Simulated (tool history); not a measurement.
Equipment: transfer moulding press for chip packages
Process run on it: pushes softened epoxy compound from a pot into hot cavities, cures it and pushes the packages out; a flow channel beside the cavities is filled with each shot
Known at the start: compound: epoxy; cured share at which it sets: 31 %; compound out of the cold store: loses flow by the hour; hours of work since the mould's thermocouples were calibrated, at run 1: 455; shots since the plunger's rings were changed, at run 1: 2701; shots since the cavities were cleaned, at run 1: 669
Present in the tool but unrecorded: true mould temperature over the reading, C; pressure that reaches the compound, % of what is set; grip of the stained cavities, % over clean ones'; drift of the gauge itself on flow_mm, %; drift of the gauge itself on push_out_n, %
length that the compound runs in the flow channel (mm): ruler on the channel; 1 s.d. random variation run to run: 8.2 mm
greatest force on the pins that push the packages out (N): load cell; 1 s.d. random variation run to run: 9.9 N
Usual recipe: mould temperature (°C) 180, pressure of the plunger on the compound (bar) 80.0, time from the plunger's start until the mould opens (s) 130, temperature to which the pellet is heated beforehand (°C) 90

run,hour,mould temperature (°C),pressure of the plunger on the compound (bar),time from the plunger's start until the mould opens (s),temperature to which the pellet is heated beforehand (°C),hours of work since the mould's thermocouples were calibrated,shots since the plunger's rings were changed,shots since the cavities were cleaned,incoming compound's hours out of the cold store,length that the compound runs in the flow channel (mm),greatest force on the pins that push the packages out (N)
1,0.0,180,80.0,130,90,455,2701,669,26.2,898,681
# hour 3.5: cavities cleaned with cleaning compound and waxed
2,20.6,180,80.0,130,85,470,2913,190,23.8,910,531
3,31.2,180,80.0,130,80,478,3030,307,29.0,871,575
4,43.4,180,80.0,130,80,488,3166,443,12.4,939,656
# hour 51.3: mould's thermocouples calibrated
5,60.7,180,80.0,164,80,7,3335,612,39.6,852,594
# hour 68.8: cavities cleaned with cleaning compound and waxed
6,83.2,180,80.0,164,80,24,3568,160,26.2,882,449
7,105.1,180,80.0,164,80,41,3811,403,20.7,897,569
8,127.4,180,80.0,164,80,58,4057,649,38.9,855,583
# hour 131.9: cavities cleaned with cleaning compound and waxed
9,142.0,180,80.0,130,81,68,4202,112,11.3,911,526
10,163.9,180,80.0,130,90,85,4445,355,47.3,829,584
11,175.3,180,80.0,130,90,94,4571,481,26.8,871,637
# hour 195.2: cavities cleaned with cleaning compound and waxed
12,200.0,178,80.0,130,90,112,4828,53,42.2,824,512
13,214.9,178,80.0,130,90,124,4993,218,18.0,883,608
14,239.4,178,80.0,130,90,143,5265,490,18.2,890,745
15,251.0,177,80.0,118,90,152,5393,618,27.9,866,966
# hour 255.2: plunger's sealing rings changed
# hour 262.0: cavities cleaned with cleaning compound and waxed
16,269.1,177,80.0,118,90,163,137,79,10.4,1008,757
17,282.6,177,98.1,118,90,174,286,228,31.3,1032,783
18,296.7,177,72.0,118,100,185,443,385,22.3,908,870
19,319.0,184,71.7,146,82,202,690,632,29.6,845,615
# hour 326.8: cavities cleaned with cleaning compound and waxed
20,342.5,188,84.9,143,82,219,933,173,27.9,916,474
21,362.3,180,95.1,124,90,235,1153,393,11.1,1053,679
22,375.0,180,71.4,119,92,245,1294,534,11.4,912,706
# hour 391.4: cavities cleaned with cleaning compound and waxed
23,391.8,178,66.5,126,86,256,1463,4,21.5,847,500
24,409.8,184,96.0,126,86,270,1662,203,34.4,958,502
25,421.2,184,90.7,126,86,279,1789,330,29.0,935,551
26,443.8,176,80.0,128,98,297,2039,580,8.2,985,860
# hour 455.8: cavities cleaned with cleaning compound and waxed
27,462.1,180,83.7,130,86,310,2225,70,26.4,931,494

Alternative continuations, all from the tool just after run 27; predict every row:
A,487.3,178,79.3,147,90,330,2504,349,46.7,?,?
B,487.3,175,83.7,151,86,330,2504,349,32.2,?,?
C,487.3,179,86.2,130,96,330,2504,349,38.5,?,?

run,length that the compound runs in the flow channel (mm),greatest force on the pins that push the packages out (N)
A,851,588
B,930,642
C,893,592
The same runs, with their run-to-run variation unchanged, on a tool lacking any hidden condition would have given:
run,length that the compound runs in the flow channel (mm),greatest force on the pins that push the packages out (N)
A,891,434
B,973,482
C,935,441
